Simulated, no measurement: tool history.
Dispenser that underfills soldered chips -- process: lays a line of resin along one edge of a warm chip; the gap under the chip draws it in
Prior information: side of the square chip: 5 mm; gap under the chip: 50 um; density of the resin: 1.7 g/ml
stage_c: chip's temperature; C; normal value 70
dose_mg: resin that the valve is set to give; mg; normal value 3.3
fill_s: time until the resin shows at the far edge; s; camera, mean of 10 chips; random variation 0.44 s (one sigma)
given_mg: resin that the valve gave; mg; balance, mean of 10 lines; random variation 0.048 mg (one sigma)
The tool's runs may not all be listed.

{"run": 1, "hour": 0.0, "stage_c": 70, "dose_mg": 3.3, "fill_s": 35.6, "given_mg": 2.99}
{"run": 2, "hour": 9.7, "stage_c": 70, "dose_mg": 3.3, "fill_s": 49.5, "given_mg": 2.93}
{"hour": 10.8, "done": "new syringe of resin"}
{"run": 3, "hour": 16.7, "stage_c": 70, "dose_mg": 4.01, "fill_s": 41.7, "given_mg": 3.47}
{"hour": 22.0, "done": "new syringe of resin"}
{"run": 4, "hour": 25.5, "stage_c": 70, "dose_mg": 4.01, "fill_s": 40, "given_mg": 3.47}
{"hour": 33.2, "done": "new syringe of resin"}
{"run": 5, "hour": 34.4, "stage_c": 70, "dose_mg": 2.85, "fill_s": 41.2, "given_mg": 2.47}
{"hour": 39.9, "done": "dispensing valve cleaned and set on the balance"}
{"run": 6, "hour": 44.8, "stage_c": 70, "dose_mg": 2.85, "fill_s": 51.8, "given_mg": 2.81}
{"hour": 46.0, "done": "new syringe of resin"}
{"run": 7, "hour": 54.9, "stage_c": 70, "dose_mg": 2.85, "fill_s": 49.4, "given_mg": 2.82}
{"hour": 57.3, "done": "new syringe of resin"}
{"run": 8, "hour": 59.9, "stage_c": 71, "dose_mg": 2.9, "fill_s": 38, "given_mg": 2.85}
{"run": 9, "hour": 65.6, "stage_c": 62, "dose_mg": 3.45, "fill_s": 70, "given_mg": 3.4}
{"hour": 68.2, "done": "new syringe of resin"}
{"run": 10, "hour": 71.6, "stage_c": 70, "dose_mg": 3, "fill_s": 41.6, "given_mg": 2.95}
{"hour": 79.3, "done": "new syringe of resin"}
{"run": 11, "hour": 81.5, "stage_c": 70, "dose_mg": 3, "fill_s": 39.2, "given_mg": 2.9}

Branching from run 11: 4 alternative next runs. What would each branch give?
{"run": "A", "hour": 89.0, "stage_c": 70, "dose_mg": 2.88, "fill_s": "?", "given_mg": "?"}
{"run": "B", "hour": 89.0, "stage_c": 55, "dose_mg": 3.3, "fill_s": "?", "given_mg": "?"}
{"run": "C", "hour": 89.0, "stage_c": 84, "dose_mg": 3.45, "fill_s": "?", "given_mg": "?"}
{"run": "D", "hour": 89.0, "stage_c": 70, "dose_mg": 4.16, "fill_s": "?", "given_mg": "?"}

run=A fill_s=51.2 given_mg=2.77
run=B fill_s=107 given_mg=3.22
run=C fill_s=26.1 given_mg=3.28
run=D fill_s=49.1 given_mg=4.05
Stripped of hidden state, with their random variation kept, the same runs would have yielded:
run=A fill_s=32.5 given_mg=2.89
run=B fill_s=67.2 given_mg=3.36
run=C fill_s=16.8 given_mg=3.42
run=D fill_s=31.3 given_mg=4.22
